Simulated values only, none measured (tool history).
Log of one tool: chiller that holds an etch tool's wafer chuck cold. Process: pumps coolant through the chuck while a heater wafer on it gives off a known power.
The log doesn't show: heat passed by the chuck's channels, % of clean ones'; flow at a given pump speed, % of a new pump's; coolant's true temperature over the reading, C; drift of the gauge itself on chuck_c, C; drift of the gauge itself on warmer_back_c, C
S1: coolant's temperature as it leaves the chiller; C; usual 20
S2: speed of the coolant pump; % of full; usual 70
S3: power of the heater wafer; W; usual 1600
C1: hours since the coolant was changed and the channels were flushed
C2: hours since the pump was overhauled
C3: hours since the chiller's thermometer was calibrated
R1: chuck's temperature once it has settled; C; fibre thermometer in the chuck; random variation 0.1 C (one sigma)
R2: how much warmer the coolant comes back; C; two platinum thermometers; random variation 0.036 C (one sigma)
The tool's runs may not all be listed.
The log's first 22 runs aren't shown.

Run 23, hour 1792.7: usual settings but S1 22 C, S2 69 % of full; C1 1815; C2 2872; C3 509. Result: R1 35.4 C, R2 7.31 C.
Run 24, hour 1867.2: usual settings but S2 67 % of full; C1 1889; C2 2946; C3 584. Result: R1 33.9 C, R2 7.59 C.
Run 25, hour 1932.8: usual settings but S1 11 C, S2 99 % of full, S3 2260 W; C1 1955; C2 3012; C3 649. Result: R1 26.1 C, R2 7.26 C.
Run 26, hour 2037.1: usual settings but S1 13 C, S2 99 % of full, S3 1236 W; C1 2059; C2 3116; C3 754. Result: R1 21.3 C, R2 4.01 C.
Run 27, hour 2112.3: usual settings but S1 28 C, S2 89 % of full, S3 2168 W; C1 2134; C2 3191; C3 829. Result: R1 43.8 C, R2 7.76 C.
Run 28, hour 2208.7: usual settings but S1 28 C, S2 89 % of full, S3 2168 W; C1 2231; C2 3288; C3 925. Result: R1 43.8 C, R2 7.84 C.
Run 29, hour 2306.8: usual settings but S1 11 C, S2 63 % of full, S3 1560 W; C1 2329; C2 3386; C3 1023. Result: R1 25.4 C, R2 8.08 C.
Run 30, hour 2402.1: usual settings but S1 11 C; C1 2424; C2 3481; C3 1119. Result: R1 24.7 C, R2 7.42 C.
Run 31, hour 2508.3: usual settings but S1 11 C; C1 2530; C2 3587; C3 1225. Result: R1 24.8 C, R2 7.46 C.
Run 32, hour 2585.0: usual settings but S1 11 C; C1 2607; C2 3664; C3 1301. Result: R1 25.0 C, R2 7.52 C.

4 ways to go on from here, each from the tool as it stands after run 32. What would each give?
Run A, hour 2670.6: usual settings but S1 11 C, S2 99 % of full, S3 1419 W; C1 2693; C2 3750; C3 1387. Result: R1 ?, R2 ?.
Run B, hour 2670.6: usual settings but S1 21 C, S3 1848 W; C1 2693; C2 3750; C3 1387. Result: R1 ?, R2 ?.
Run C, hour 2670.6: usual settings but S1 10 C, S2 74 % of full, S3 1827 W; C1 2693; C2 3750; C3 1387. Result: R1 ?, R2 ?.
Run D, hour 2670.6: usual settings but S1 12 C, S3 1921 W; C1 2693; C2 3750; C3 1387. Result: R1 ?, R2 ?.

run    R1    R2
  A  21.0  4.68
  B  37.2  8.80
  C  25.5  8.10
  D  28.8  9.07
Without the tool's hidden state the same runs would have given:
run    R1    R2
  A  19.5  3.99
  B  34.8  7.52
  C  23.2  6.91
  D  26.2  7.74
